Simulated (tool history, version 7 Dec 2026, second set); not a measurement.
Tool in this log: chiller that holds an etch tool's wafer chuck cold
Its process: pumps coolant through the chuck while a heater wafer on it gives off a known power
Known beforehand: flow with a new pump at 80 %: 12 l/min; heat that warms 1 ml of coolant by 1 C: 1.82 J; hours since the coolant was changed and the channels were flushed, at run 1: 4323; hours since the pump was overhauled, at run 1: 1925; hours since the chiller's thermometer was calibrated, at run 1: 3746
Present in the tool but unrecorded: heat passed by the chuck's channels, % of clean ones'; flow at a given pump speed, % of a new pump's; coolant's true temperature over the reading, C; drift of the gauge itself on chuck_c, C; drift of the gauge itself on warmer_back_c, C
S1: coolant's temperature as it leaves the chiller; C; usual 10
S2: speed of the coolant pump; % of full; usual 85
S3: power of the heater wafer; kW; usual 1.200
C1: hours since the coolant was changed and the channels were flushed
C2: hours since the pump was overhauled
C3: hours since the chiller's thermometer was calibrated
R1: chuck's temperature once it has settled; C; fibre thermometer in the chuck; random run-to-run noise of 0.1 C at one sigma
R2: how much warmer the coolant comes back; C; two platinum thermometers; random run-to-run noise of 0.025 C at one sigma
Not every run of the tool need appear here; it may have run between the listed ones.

Run 1, hour 0.0: usual settings; C1 4323; C2 1925; C3 3746. Result: R1 21.2 C, R2 3.06 C.
Run 2, hour 52.5: usual settings; C1 4376; C2 1978; C3 3798. Result: R1 21.3 C, R2 3.10 C.
Run 3, hour 82.2: usual settings but S2 78 % of full; C1 4405; C2 2008; C3 3828. Result: R1 22.4 C, R2 3.39 C.
Run 4, hour 131.0: usual settings but S2 78 % of full; C1 4454; C2 2056; C3 3877. Result: R1 22.2 C, R2 3.41 C.
Run 5, hour 158.3: usual settings but S3 1.178 kW; C1 4481; C2 2084; C3 3904. Result: R1 21.1 C, R2 3.08 C.
Run 6, hour 197.8: usual settings but S2 66 % of full; C1 4521; C2 2123; C3 3944. Result: R1 24.1 C, R2 4.16 C.
Run 7, hour 223.2: usual settings but S2 66 % of full; C1 4546; C2 2149; C3 3969. Result: R1 24.0 C, R2 4.12 C.
Run 8, hour 284.2: usual settings; C1 4607; C2 2210; C3 4030. Result: R1 21.3 C, R2 3.14 C.
Run 9, hour 332.8: usual settings; C1 4656; C2 2258; C3 4079. Result: R1 21.3 C, R2 3.15 C.
Run 10, hour 360.2: usual settings; C1 4683; C2 2286; C3 4106. Result: R1 21.4 C, R2 3.15 C.
Run 11, hour 406.1: usual settings; C1 4729; C2 2332; C3 4152. Result: R1 21.4 C, R2 3.17 C.
Run 12, hour 467.8: usual settings but S1 9 C; C1 4791; C2 2393; C3 4214. Result: R1 20.5 C, R2 3.13 C.
Run 13, hour 501.3: usual settings but S1 9 C; C1 4824; C2 2427; C3 4247. Result: R1 20.5 C, R2 3.18 C.
At hour 507.0: chiller's thermometer calibrated.
Run 14, hour 551.2: usual settings but S2 61 % of full; C1 4873; C2 2476; C3 44. Result: R1 25.3 C, R2 4.55 C.
Run 15, hour 609.4: usual settings but S2 61 % of full; C1 4932; C2 2534; C3 102. Result: R1 25.3 C, R2 4.48 C.
Run 16, hour 671.1: usual settings but S2 61 % of full; C1 4993; C2 2595; C3 164. Result: R1 25.4 C, R2 4.51 C.
Run 17, hour 709.6: usual settings but S2 61 % of full; C1 5032; C2 2634; C3 203. Result: R1 25.2 C, R2 4.54 C.
Run 18, hour 771.3: usual settings but S1 14 C, S2 75 % of full, S3 0.881 kW; C1 5093; C2 2696; C3 264. Result: R1 23.8 C, R2 2.61 C.
Run 19, hour 809.7: usual settings but S1 1 C, S2 65 % of full, S3 0.702 kW; C1 5132; C2 2734; C3 303. Result: R1 10.1 C, R2 2.47 C.
Run 20, hour 851.1: usual settings but S1 1 C, S2 65 % of full, S3 0.702 kW; C1 5173; C2 2775; C3 344. Result: R1 10.0 C, R2 2.45 C.
At hour 867.6: chiller's thermometer calibrated, once more.
Run 21, hour 897.3: usual settings but S1 9 C, S2 70 % of full, S3 0.841 kW; C1 5218; C2 2821; C3 30. Result: R1 18.1 C, R2 2.73 C.
Run 22, hour 939.3: usual settings but S1 9 C, S2 70 % of full, S3 0.841 kW; C1 5260; C2 2863; C3 72. Result: R1 18.1 C, R2 2.68 C.
Run 23, hour 997.7: usual settings but S1 9 C, S2 70 % of full, S3 0.841 kW; C1 5319; C2 2921; C3 130. Result: R1 18.2 C, R2 2.70 C.
Run 24, hour 1034.4: usual settings but S1 7 C, S2 67 % of full, S3 1.660 kW; C1 5355; C2 2958; C3 167. Result: R1 25.4 C, R2 5.69 C.
Run 25, hour 1067.5: usual settings but S1 7 C, S2 67 % of full, S3 0.885 kW; C1 5389; C2 2991; C3 200. Result: R1 17.0 C, R2 3.01 C.
Run 26, hour 1116.6: usual settings but S1 12 C, S2 84 % of full, S3 0.774 kW; C1 5438; C2 3040; C3 249. Result: R1 19.1 C, R2 2.05 C.
Run 27, hour 1142.5: usual settings but S1 12 C, S2 84 % of full, S3 0.774 kW; C1 5464; C2 3066; C3 275. Result: R1 19.2 C, R2 2.08 C.
Run 28, hour 1172.8: usual settings but S1 6 C, S2 84 % of full, S3 0.774 kW; C1 5494; C2 3096; C3 305. Result: R1 13.2 C, R2 2.09 C.
Run 29, hour 1223.5: usual settings but S1 6 C, S2 74 % of full, S3 0.897 kW; C1 5545; C2 3147; C3 356. Result: R1 15.3 C, R2 2.71 C.
Run 30, hour 1261.8: usual settings but S1 16 C, S2 69 % of full, S3 0.733 kW; C1 5583; C2 3185; C3 394. Result: R1 24.0 C, R2 2.43 C.
Run 31, hour 1290.6: usual settings but S1 16 C, S2 69 % of full, S3 0.733 kW; C1 5612; C2 3214; C3 423. Result: R1 24.1 C, R2 2.46 C.

Some steps in R1 between neighbouring runs. How much of each would the tool show without its hidden state too (settings, what came in, random variation), and how much is left for the hidden state, with any gauge scatter that isn't in both results?
Run 18 -> 19: S1 14 -> 1, S2 75 -> 65, S3 0.881 -> 0.702. R1 -13.7 C: hidden state -0.1, all else -13.6.
Run 20 -> 21: S1 1 -> 9, S2 65 -> 70, S3 0.702 -> 0.841, chiller's thermometer calibrated, once more. R1 +8.1 C: hidden state -0.9, all else +9.0.
Run 23 -> 24: S1 9 -> 7, S2 70 -> 67, S3 0.841 -> 1.660. R1 +7.2 C: hidden state +0.8, all else +6.4.
Run 24 -> 25: S3 1.660 -> 0.885. R1 -8.4 C: hidden state -0.7, all else -7.7.
Run 29 -> 30: S1 6 -> 16, S2 74 -> 69, S3 0.897 -> 0.733. R1 +8.7 C: hidden state -0.1, all else +8.8.
